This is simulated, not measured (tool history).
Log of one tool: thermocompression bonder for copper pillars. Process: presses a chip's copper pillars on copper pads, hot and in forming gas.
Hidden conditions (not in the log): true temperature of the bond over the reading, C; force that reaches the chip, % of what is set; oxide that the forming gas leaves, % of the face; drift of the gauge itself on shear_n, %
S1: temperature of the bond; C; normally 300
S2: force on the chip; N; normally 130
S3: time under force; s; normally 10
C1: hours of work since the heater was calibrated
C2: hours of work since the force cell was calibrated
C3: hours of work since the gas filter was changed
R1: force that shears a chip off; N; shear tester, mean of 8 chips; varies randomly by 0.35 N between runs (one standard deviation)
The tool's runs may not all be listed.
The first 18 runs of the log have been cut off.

run	day	S1	S2	S3	C1	C2	C3	R1
19	27.167	300	130	11	817	570	81	54.4
20	28.567	300	130	11	841	594	105	54.4
# day 28.792: force cell calibrated
# day 29.558: heater calibrated with a thermocouple chip
# day 30.421: forming gas filter changed
21	30.792	288	111	25	21	33	7	60.3
22	32.25	323	111	25	47	59	32	70.7
23	33.442	277	122	20	68	80	53	55.3
24	35.208	272	122	6	99	110	84	36
25	36.933	300	91	7	129	141	114	35.1
26	37.817	301	172	27	144	156	129	72.2
# day 38.238: forming gas filter changed
27	39.392	273	114	6	171	183	20	35
# day 39.908: force cell calibrated, once more
28	40.65	279	98	6	192	13	41	30.4
29	42.388	279	98	6	223	43	72	29.6
30	43.842	327	187	10	248	69	97	70.7
31	44.988	276	142	10	268	89	117	46.4
# day 46.121: forming gas filter changed
32	46.862	327	193	8	301	121	13	74.8
33	48.462	327	193	8	329	149	41	73.6

Predict the results of run 34:
34	50.154	327	193	8	358	179	71	?

{"run 34": {"R1": 70.5}}
The same run, on a tool lacking any hidden state, would have yielded R1 74.4 N.

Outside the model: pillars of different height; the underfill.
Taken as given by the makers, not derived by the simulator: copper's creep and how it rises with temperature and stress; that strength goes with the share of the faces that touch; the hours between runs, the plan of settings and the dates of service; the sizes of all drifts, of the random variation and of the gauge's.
